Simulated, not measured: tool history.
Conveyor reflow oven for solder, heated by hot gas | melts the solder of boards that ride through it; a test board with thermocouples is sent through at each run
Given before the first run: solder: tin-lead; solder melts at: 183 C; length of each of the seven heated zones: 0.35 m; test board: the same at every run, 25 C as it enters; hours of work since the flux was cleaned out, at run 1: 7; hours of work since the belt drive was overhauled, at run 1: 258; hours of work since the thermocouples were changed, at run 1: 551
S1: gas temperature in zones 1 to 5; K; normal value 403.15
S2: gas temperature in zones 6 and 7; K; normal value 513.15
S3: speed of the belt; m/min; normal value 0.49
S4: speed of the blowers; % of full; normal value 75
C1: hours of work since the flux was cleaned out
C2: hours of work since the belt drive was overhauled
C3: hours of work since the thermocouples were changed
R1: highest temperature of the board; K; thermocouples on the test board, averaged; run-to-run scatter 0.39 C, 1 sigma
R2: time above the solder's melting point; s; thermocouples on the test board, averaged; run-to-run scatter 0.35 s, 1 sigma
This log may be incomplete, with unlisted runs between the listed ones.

Run 1, hour 0: usual settings; C1 7; C2 258; C3 551. Result: R1 498.65 K, R2 68 s.
Run 2, hour 11.3: usual settings; C1 13; C2 265; C3 558. Result: R1 497.85 K, R2 68.3 s.
Run 3, hour 17.2: usual settings; C1 17; C2 268; C3 561. Result: R1 498.45 K, R2 68.7 s.
Run 4, hour 24.9: usual settings; C1 21; C2 272; C3 565. Result: R1 498.55 K, R2 68 s.
Run 5, hour 31.2: usual settings but S1 392.15 K; C1 25; C2 276; C3 569. Result: R1 496.65 K, R2 63.4 s.
Run 6, hour 43.6: usual settings but S1 392.15 K; C1 32; C2 283; C3 576. Result: R1 497.25 K, R2 63.7 s.
Run 7, hour 48.8: usual settings; C1 35; C2 286; C3 579. Result: R1 498.65 K, R2 68.8 s.
Run 8, hour 55.5: usual settings but S3 0.5 m/min; C1 38; C2 290; C3 583. Result: R1 498.15 K, R2 66.4 s.
Run 9, hour 67: usual settings; C1 45; C2 296; C3 589. Result: R1 498.55 K, R2 68 s.
Run 10, hour 73.5: usual settings; C1 49; C2 300; C3 593. Result: R1 498.35 K, R2 68.6 s.
Run 11, hour 85.4: usual settings; C1 55; C2 307; C3 600. Result: R1 498.65 K, R2 68.6 s.
Run 12, hour 97.4: usual settings; C1 62; C2 313; C3 606. Result: R1 498.25 K, R2 68.4 s.
Run 13, hour 105.5: usual settings; C1 67; C2 318; C3 611. Result: R1 498.45 K, R2 68 s.
Run 14, hour 115.4: usual settings; C1 72; C2 324; C3 617. Result: R1 498.05 K, R2 68.5 s.
Run 15, hour 125.3: usual settings but S3 0.548 m/min; C1 78; C2 329; C3 622. Result: R1 493.75 K, R2 57.6 s.
Run 16, hour 130.9: usual settings but S1 404.15 K; C1 81; C2 332; C3 625. Result: R1 498.95 K, R2 68.4 s.
Run 17, hour 138.7: usual settings but S1 393.15 K; C1 86; C2 337; C3 630. Result: R1 496.15 K, R2 64 s.
Run 18, hour 149.6: usual settings but S1 393.15 K; C1 92; C2 343; C3 636. Result: R1 496.55 K, R2 64 s.
Run 19, hour 157.4: usual settings but S1 393.15 K; C1 96; C2 348; C3 640. Result: R1 497.35 K, R2 63.8 s.
Run 20, hour 168.1: usual settings but S1 393.15 K; C1 102; C2 354; C3 646. Result: R1 495.55 K, R2 63.3 s.
Run 21, hour 179.7: usual settings but S1 391.15 K, S2 527.15 K; C1 109; C2 360; C3 653. Result: R1 508.45 K, R2 71 s.
Run 22, hour 190.7: usual settings but S1 410.15 K, S3 0.407 m/min, S4 56 % of full; C1 115; C2 366; C3 659. Result: R1 499.35 K, R2 86.4 s.
Run 23, hour 200.7: usual settings but S1 410.15 K, S3 0.407 m/min, S4 56 % of full; C1 121; C2 372; C3 665. Result: R1 500.25 K, R2 87 s.
Run 24, hour 208.8: usual settings but S1 402.15 K, S3 0.507 m/min, S4 56 % of full; C1 125; C2 377; C3 669. Result: R1 490.15 K, R2 58.5 s.
Run 25, hour 217.5: usual settings but S1 402.15 K, S3 0.507 m/min, S4 56 % of full; C1 130; C2 382; C3 674. Result: R1 490.25 K, R2 57.9 s.
Run 26, hour 228: usual settings but S1 402.15 K, S2 506.15 K, S3 0.507 m/min, S4 79 % of full; C1 136; C2 388; C3 680. Result: R1 491.15 K, R2 60.1 s.
Run 27, hour 239: usual settings but S1 397.15 K, S3 0.445 m/min, S4 62 % of full; C1 142; C2 394; C3 687. Result: R1 496.45 K, R2 71.6 s.
Run 28, hour 249.8: usual settings but S1 407.15 K, S3 0.494 m/min, S4 85 % of full; C1 149; C2 400; C3 693. Result: R1 500.25 K, R2 70.5 s.
Run 29, hour 259.2: usual settings but S1 407.15 K, S2 512.15 K, S3 0.543 m/min, S4 85 % of full; C1 154; C2 405; C3 698. Result: R1 495.65 K, R2 61 s.
Run 30, hour 265.3: usual settings but S1 389.15 K, S2 516.15 K, S4 52 % of full; C1 157; C2 409; C3 701. Result: R1 489.45 K, R2 55.3 s.
Run 31, hour 271.7: usual settings but S1 404.15 K, S2 516.15 K, S3 0.499 m/min, S4 52 % of full; C1 161; C2 412; C3 705. Result: R1 492.25 K, R2 61 s.

Alternative continuations, all from the tool just after run 31; predict every row:
Run A, hour 283.8: usual settings but S2 517.15 K, S3 0.396 m/min; C1 168; C2 419; C3 712. Result: R1 ?, R2 ?.
Run B, hour 283.8: usual settings but S1 404.15 K, S2 516.15 K, S3 0.487 m/min, S4 52 % of full; C1 168; C2 419; C3 712. Result: R1 ?, R2 ?.
Run C, hour 283.8: usual settings but S1 404.15 K, S2 520.15 K, S3 0.499 m/min, S4 69 % of full; C1 168; C2 419; C3 712. Result: R1 ?, R2 ?.

run      R1    R2
  A  507.95  93.2
  B  493.05  63.8
  C  500.65  69.7
Take away the tool's hidden state, keep each run's random variation, and the runs would have read:
run      R1    R2
  A  508.05  92.8
  B  493.35  63.7
  C  501.35  69.8
